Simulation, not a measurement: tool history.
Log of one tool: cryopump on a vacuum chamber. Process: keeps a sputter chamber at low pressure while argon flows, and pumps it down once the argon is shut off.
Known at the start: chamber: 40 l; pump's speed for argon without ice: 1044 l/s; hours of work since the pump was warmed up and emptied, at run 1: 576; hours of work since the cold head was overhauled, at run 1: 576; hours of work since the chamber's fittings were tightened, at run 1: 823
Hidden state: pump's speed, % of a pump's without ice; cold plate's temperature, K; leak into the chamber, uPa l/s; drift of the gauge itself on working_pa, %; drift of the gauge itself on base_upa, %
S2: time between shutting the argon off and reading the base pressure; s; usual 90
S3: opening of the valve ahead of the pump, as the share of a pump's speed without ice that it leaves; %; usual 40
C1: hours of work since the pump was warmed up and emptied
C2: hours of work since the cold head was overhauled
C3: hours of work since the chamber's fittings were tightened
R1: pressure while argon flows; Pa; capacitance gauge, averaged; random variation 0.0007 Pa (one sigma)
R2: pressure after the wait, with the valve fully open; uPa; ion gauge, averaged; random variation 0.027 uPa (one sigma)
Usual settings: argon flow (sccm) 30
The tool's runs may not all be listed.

{"run": 1, "day": 0.0, "argon flow (sccm)": 30, "S2": 90, "S3": 40, "C1": 576, "C2": 576, "C3": 823, "R1": 0.1301, "R2": 3.82}
{"run": 2, "day": 0.854, "argon flow (sccm)": 30, "S2": 90, "S3": 40, "C1": 587, "C2": 587, "C3": 835, "R1": 0.1294, "R2": 3.72}
{"run": 3, "day": 1.508, "argon flow (sccm)": 30, "S2": 90, "S3": 40, "C1": 596, "C2": 596, "C3": 844, "R1": 0.1299, "R2": 3.98}
{"run": 4, "day": 2.417, "argon flow (sccm)": 30, "S2": 90, "S3": 40, "C1": 609, "C2": 609, "C3": 857, "R1": 0.1304, "R2": 3.95}
{"run": 5, "day": 3.083, "argon flow (sccm)": 30, "S2": 90, "S3": 40, "C1": 618, "C2": 618, "C3": 866, "R1": 0.1302, "R2": 4.14}
{"run": 6, "day": 4.008, "argon flow (sccm)": 30, "S2": 90, "S3": 40, "C1": 631, "C2": 631, "C3": 878, "R1": 0.1306, "R2": 3.86}
{"run": 7, "day": 4.758, "argon flow (sccm)": 30, "S2": 90, "S3": 40, "C1": 641, "C2": 641, "C3": 889, "R1": 0.1299, "R2": 4.03}
{"run": 8, "day": 5.854, "argon flow (sccm)": 30, "S2": 90, "S3": 40, "C1": 656, "C2": 656, "C3": 904, "R1": 0.131, "R2": 4.05}
{"run": 9, "day": 6.596, "argon flow (sccm)": 30, "S2": 90, "S3": 40, "C1": 666, "C2": 666, "C3": 914, "R1": 0.1316, "R2": 4.11}
{"run": 10, "day": 7.671, "argon flow (sccm)": 30, "S2": 90, "S3": 40, "C1": 681, "C2": 681, "C3": 929, "R1": 0.1314, "R2": 4.32}
{"run": 11, "day": 8.721, "argon flow (sccm)": 30, "S2": 90, "S3": 40, "C1": 695, "C2": 695, "C3": 943, "R1": 0.1306, "R2": 4.34}
{"run": 12, "day": 9.792, "argon flow (sccm)": 30, "S2": 90, "S3": 40, "C1": 710, "C2": 710, "C3": 958, "R1": 0.1316, "R2": 4.4}
{"run": 13, "day": 10.771, "argon flow (sccm)": 30, "S2": 90, "S3": 40, "C1": 723, "C2": 723, "C3": 971, "R1": 0.1318, "R2": 4.35}
{"run": 14, "day": 11.738, "argon flow (sccm)": 30, "S2": 90, "S3": 40, "C1": 737, "C2": 737, "C3": 984, "R1": 0.1312, "R2": 4.41}
{"run": 15, "day": 12.562, "argon flow (sccm)": 30, "S2": 90, "S3": 40, "C1": 748, "C2": 748, "C3": 996, "R1": 0.1326, "R2": 4.55}
{"run": 16, "day": 13.058, "argon flow (sccm)": 30, "S2": 90, "S3": 24, "C1": 755, "C2": 755, "C3": 1002, "R1": 0.2137, "R2": 4.46}
{"run": 17, "day": 14.092, "argon flow (sccm)": 30, "S2": 90, "S3": 24, "C1": 769, "C2": 769, "C3": 1017, "R1": 0.2141, "R2": 4.55}
{"run": 18, "day": 14.992, "argon flow (sccm)": 30, "S2": 90, "S3": 24, "C1": 781, "C2": 781, "C3": 1029, "R1": 0.2145, "R2": 4.59}
{"run": 19, "day": 15.542, "argon flow (sccm)": 30, "S2": 90, "S3": 24, "C1": 789, "C2": 789, "C3": 1036, "R1": 0.2122, "R2": 4.74}
{"run": 20, "day": 16.025, "argon flow (sccm)": 30, "S2": 90, "S3": 24, "C1": 795, "C2": 795, "C3": 1043, "R1": 0.2142, "R2": 4.7}
{"run": 21, "day": 16.554, "argon flow (sccm)": 34, "S2": 90, "S3": 18, "C1": 802, "C2": 802, "C3": 1050, "R1": 0.3187, "R2": 4.77}
{"run": 22, "day": 17.442, "argon flow (sccm)": 34, "S2": 73, "S3": 21, "C1": 815, "C2": 815, "C3": 1062, "R1": 0.2752, "R2": 4.88}
{"run": 23, "day": 18.242, "argon flow (sccm)": 34, "S2": 73, "S3": 21, "C1": 826, "C2": 826, "C3": 1073, "R1": 0.2799, "R2": 4.95}
{"run": 24, "day": 19.325, "argon flow (sccm)": 34, "S2": 73, "S3": 29, "C1": 840, "C2": 840, "C3": 1088, "R1": 0.2038, "R2": 5.11}
{"run": 25, "day": 19.8, "argon flow (sccm)": 28, "S2": 160, "S3": 41, "C1": 847, "C2": 847, "C3": 1095, "R1": 0.1224, "R2": 4.51}
{"run": 26, "day": 20.35, "argon flow (sccm)": 60, "S2": 90, "S3": 40, "C1": 855, "C2": 855, "C3": 1102, "R1": 0.2675, "R2": 5.01}
{"run": 27, "day": 21.438, "argon flow (sccm)": 60, "S2": 90, "S3": 40, "C1": 869, "C2": 869, "C3": 1117, "R1": 0.2675, "R2": 5.01}
{"run": 28, "day": 22.279, "argon flow (sccm)": 60, "S2": 90, "S3": 40, "C1": 881, "C2": 881, "C3": 1129, "R1": 0.2686, "R2": 4.96}
{"run": 29, "day": 23.175, "argon flow (sccm)": 38, "S2": 90, "S3": 23, "C1": 893, "C2": 893, "C3": 1141, "R1": 0.2832, "R2": 5.09}
{"run": 30, "day": 24.242, "argon flow (sccm)": 35, "S2": 90, "S3": 15, "C1": 908, "C2": 908, "C3": 1156, "R1": 0.3943, "R2": 5.27}
{"run": 31, "day": 25.129, "argon flow (sccm)": 56, "S2": 90, "S3": 33, "C1": 920, "C2": 920, "C3": 1168, "R1": 0.3016, "R2": 5.21}
{"run": 32, "day": 26.196, "argon flow (sccm)": 59, "S2": 38, "S3": 16, "C1": 935, "C2": 935, "C3": 1182, "R1": 0.6207, "R2": 6.59}
{"run": 33, "day": 27.088, "argon flow (sccm)": 59, "S2": 40, "S3": 32, "C1": 947, "C2": 947, "C3": 1195, "R1": 0.3257, "R2": 6.48}
{"run": 34, "day": 27.85, "argon flow (sccm)": 59, "S2": 40, "S3": 45, "C1": 957, "C2": 957, "C3": 1205, "R1": 0.2385, "R2": 6.59}

Measured less the same run without the tool's hidden state. The same run-to-run variation is in both; the gauge's scatter may not be:
run=1 R1=+0.0081 R2=+2.62
run=2 R1=+0.0082 R2=+2.59
run=3 R1=+0.0084 R2=+2.76
run=4 R1=+0.0086 R2=+2.75
run=5 R1=+0.0088 R2=+2.91
run=6 R1=+0.0089 R2=+2.72
run=7 R1=+0.0090 R2=+2.88
run=8 R1=+0.0093 R2=+2.92
run=9 R1=+0.0094 R2=+2.96
run=10 R1=+0.0097 R2=+3.12
run=11 R1=+0.0100 R2=+3.15
run=12 R1=+0.0102 R2=+3.21
run=13 R1=+0.0104 R2=+3.19
run=14 R1=+0.0106 R2=+3.21
run=15 R1=+0.0108 R2=+3.37
run=16 R1=+0.0110 R2=+3.32
run=17 R1=+0.0112 R2=+3.38
run=18 R1=+0.0114 R2=+3.43
run=19 R1=+0.0114 R2=+3.57
run=20 R1=+0.0116 R2=+3.53
run=21 R1=+0.0132 R2=+3.61
run=22 R1=+0.0136 R2=+3.57
run=23 R1=+0.0138 R2=+3.60
run=24 R1=+0.0140 R2=+3.72
run=25 R1=+0.0116 R2=+3.72
run=26 R1=+0.0251 R2=+3.83
run=27 R1=+0.0257 R2=+3.85
run=28 R1=+0.0261 R2=+3.82
run=29 R1=+0.0168 R2=+3.90
run=30 R1=+0.0159 R2=+4.06
run=31 R1=+0.0258 R2=+4.04
run=32 R1=+0.0275 R2=+4.21
run=33 R1=+0.0280 R2=+4.20
run=34 R1=+0.0282 R2=+4.28

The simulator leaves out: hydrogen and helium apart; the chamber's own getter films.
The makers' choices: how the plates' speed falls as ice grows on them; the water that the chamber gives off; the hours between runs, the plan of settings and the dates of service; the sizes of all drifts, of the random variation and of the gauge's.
